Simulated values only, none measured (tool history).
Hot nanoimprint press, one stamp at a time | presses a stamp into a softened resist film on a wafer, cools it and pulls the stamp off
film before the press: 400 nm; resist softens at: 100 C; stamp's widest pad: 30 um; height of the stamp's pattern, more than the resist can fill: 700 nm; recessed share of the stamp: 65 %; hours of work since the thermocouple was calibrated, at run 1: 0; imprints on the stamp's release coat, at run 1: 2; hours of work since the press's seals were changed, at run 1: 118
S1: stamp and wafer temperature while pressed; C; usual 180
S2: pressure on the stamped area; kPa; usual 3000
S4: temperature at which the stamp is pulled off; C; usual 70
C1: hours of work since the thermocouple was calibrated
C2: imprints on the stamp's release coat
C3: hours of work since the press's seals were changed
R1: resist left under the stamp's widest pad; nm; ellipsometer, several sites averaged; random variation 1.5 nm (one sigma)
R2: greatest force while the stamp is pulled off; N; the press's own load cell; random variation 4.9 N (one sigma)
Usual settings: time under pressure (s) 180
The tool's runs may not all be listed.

run 1 hour=0 | S1=180 S2=3000 time_under_pressure_(s)=180 S4=70 | C1=0 C2=2 C3=118 | R1=229.7 R2=235
run 2 hour=65.7 | S1=180 S2=3000 time_under_pressure_(s)=353 S4=70 | C1=38 C2=241 C3=155 | R1=191.8 R2=246
run 3 hour=128 | S1=180 S2=3000 time_under_pressure_(s)=353 S4=70 | C1=74 C2=468 C3=191 | R1=189.7 R2=253
run 4 hour=192.8 | S1=180 S2=3000 time_under_pressure_(s)=213 S4=70 | C1=111 C2=703 C3=228 | R1=225.3 R2=257
run 5 hour=244.3 | S1=180 S2=3000 time_under_pressure_(s)=213 S4=70 | C1=140 C2=891 C3=258 | R1=225.1 R2=260
run 6 hour=289.8 | S1=180 S2=3000 time_under_pressure_(s)=213 S4=70 | C1=166 C2=1056 C3=284 | R1=223.4 R2=266
run 7 hour=341.9 | S1=180 S2=3000 time_under_pressure_(s)=213 S4=70 | C1=196 C2=1246 C3=314 | R1=226.6 R2=267
run 8 hour=380.4 | S1=180 S2=3000 time_under_pressure_(s)=213 S4=70 | C1=218 C2=1386 C3=336 | R1=226.5 R2=271
run 9 hour=409.7 | S1=180 S2=3000 time_under_pressure_(s)=213 S4=70 | C1=235 C2=1493 C3=352 | R1=228 R2=267
-- hour=476.6 stamp cleaned and given a new release coat
run 10 hour=476.6 | S1=180 S2=3000 time_under_pressure_(s)=260 S4=70 | C1=270 C2=0 C3=387 | R1=213.7 R2=237
run 11 hour=526.4 | S1=180 S2=3000 time_under_pressure_(s)=260 S4=70 | C1=299 C2=181 C3=416 | R1=215.4 R2=251
run 12 hour=580.6 | S1=180 S2=2980 time_under_pressure_(s)=186 S4=70 | C1=330 C2=378 C3=447 | R1=236.6 R2=256
run 13 hour=634.7 | S1=174 S2=2980 time_under_pressure_(s)=186 S4=70 | C1=361 C2=575 C3=478 | R1=291.4 R2=261
run 14 hour=703 | S1=180 S2=3000 time_under_pressure_(s)=180 S4=63 | C1=400 C2=824 C3=517 | R1=241.1 R2=282
run 15 hour=771.5 | S1=180 S2=3000 time_under_pressure_(s)=180 S4=63 | C1=439 C2=1073 C3=556 | R1=241 R2=288
run 16 hour=817.3 | S1=180 S2=3000 time_under_pressure_(s)=194 S4=63 | C1=465 C2=1239 C3=583 | R1=239.1 R2=281
run 17 hour=855 | S1=180 S2=2820 time_under_pressure_(s)=100 S4=63 | C1=487 C2=1376 C3=604 | R1=286.7 R2=299

Forecast each of these 4 alternatives for the next run:
run A hour=919.4 | S1=180 S2=2490 time_under_pressure_(s)=100 S4=63 | C1=524 C2=1610 C3=641 | R1=? R2=?
run B hour=919.4 | S1=180 S2=2820 time_under_pressure_(s)=302 S4=63 | C1=524 C2=1610 C3=641 | R1=? R2=?
run C hour=919.4 | S1=180 S2=3370 time_under_pressure_(s)=95 S4=76 | C1=524 C2=1610 C3=641 | R1=? R2=?
run D hour=919.4 | S1=180 S2=3030 time_under_pressure_(s)=102 S4=73 | C1=524 C2=1610 C3=641 | R1=? R2=?

run=A R1=304.8 R2=295
run=B R1=214.5 R2=292
run=C R1=276.7 R2=251
run=D R1=283.4 R2=253
Without the tool's hidden state the same runs would have given:
run=A R1=294.8 R2=258
run=B R1=203.9 R2=255
run=C R1=265.1 R2=219
run=D R1=272.2 R2=220
